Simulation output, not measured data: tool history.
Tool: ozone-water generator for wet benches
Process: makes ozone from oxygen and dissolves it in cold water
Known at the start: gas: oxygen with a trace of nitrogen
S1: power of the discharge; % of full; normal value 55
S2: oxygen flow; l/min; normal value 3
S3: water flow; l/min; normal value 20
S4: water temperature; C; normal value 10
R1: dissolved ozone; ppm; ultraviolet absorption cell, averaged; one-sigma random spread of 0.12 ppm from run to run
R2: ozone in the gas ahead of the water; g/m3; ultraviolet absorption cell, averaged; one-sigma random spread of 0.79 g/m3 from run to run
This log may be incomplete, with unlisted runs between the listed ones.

| run | hour | S1 | S2 | S3 | S4 | R1 | R2 |
|---|---|---|---|---|---|---|---|
| 1 | 0 | 55 | 3 | 20 | 10 | 11.6 | 122.9 |
| 2 | 16.6 | 55 | 3 | 20 | 10 | 11.6 | 121.9 |
| 3 | 37.7 | 55 | 3 | 20 | 10 | 11.5 | 121.9 |
| 4 | 64.6 | 55 | 3 | 20 | 10 | 11.3 | 121.3 |
| 5 | 98.1 | 55 | 3 | 20 | 10 | 11.6 | 121.7 |
| 6 | 130.6 | 55 | 3 | 20 | 10 | 11.7 | 121.9 |
| 7 | 154.8 | 55 | 3 | 20 | 10 | 11.6 | 121.7 |

For run 8, what comes out?
| 8 | 180.2 | 55 | 3 | 20 | 10 | ? | ? |

{"run 8": {"R1": 11.4, "R2": 122.1}}
With the hidden condition absent and the run-to-run variation left alone, this run would have shown R1 11.4 ppm, R2 122.1 g/m3.
